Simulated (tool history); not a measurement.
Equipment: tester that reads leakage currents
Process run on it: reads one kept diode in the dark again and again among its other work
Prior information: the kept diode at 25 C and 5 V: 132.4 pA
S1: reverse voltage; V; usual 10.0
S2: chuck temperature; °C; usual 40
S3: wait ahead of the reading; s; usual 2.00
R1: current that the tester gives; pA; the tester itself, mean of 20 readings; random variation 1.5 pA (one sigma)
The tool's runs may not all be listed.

run    hour    S1  S2    S3      R1
  1     0.0  10.0  40  2.00  515.55
       76.1  -- probe card cleaned and baked
  2    93.3  10.0  40  2.00  508.05
  3   165.0  10.0  40  2.00  509.12
  4   316.0  10.0  40  2.00  510.13
  5   401.9  10.0  40  2.00  509.02
  6   506.4  10.0  40  2.00  509.38
  7   656.5   1.3  40  2.00  252.33
  8   799.0   1.3  40  2.00  251.73
  9   866.2   1.3  40  2.00  252.52
 10   973.2   1.3  40  2.00  253.32
 11  1070.7  10.7  30  2.00  260.08
 12  1170.4  10.7  30  2.00  260.00
     1182.9  -- chuck's temperature calibrated
 13  1259.2  10.7  30  7.62  263.19
 14  1339.8   2.3  38  1.54  270.93
 15  1492.6   4.6  26  2.46  146.24
 16  1557.4   4.6  26  1.12  146.54
 17  1635.8   4.4  40  2.00  394.70
 18  1745.4   4.4  32  0.71  226.31
 19  1874.3   4.4  32  0.71  226.98

How would selected steps in R1 from run to run divide? Give the signed amount a tool lacking its hidden state would still show from settings, what came in and random variation, and the signed amount left for the hidden state, including any gauge scatter that is not in both of the compared results.
The hidden state here: stray current of the dirty probe card, pA a volt; current scale over the true one, %; true chuck temperature over the reading, C; drift of the gauge itself on leakage_pa, %.
Run 6 -> 7: S1 10.0 -> 1.3. R1 -257.05 pA: hidden state -3.71, all else -253.34.
Run 16 -> 17: S1 4.6 -> 4.4, S2 26 -> 40, S3 1.12 -> 2.00. R1 +248.16 pA: hidden state +8.72, all else +239.44.
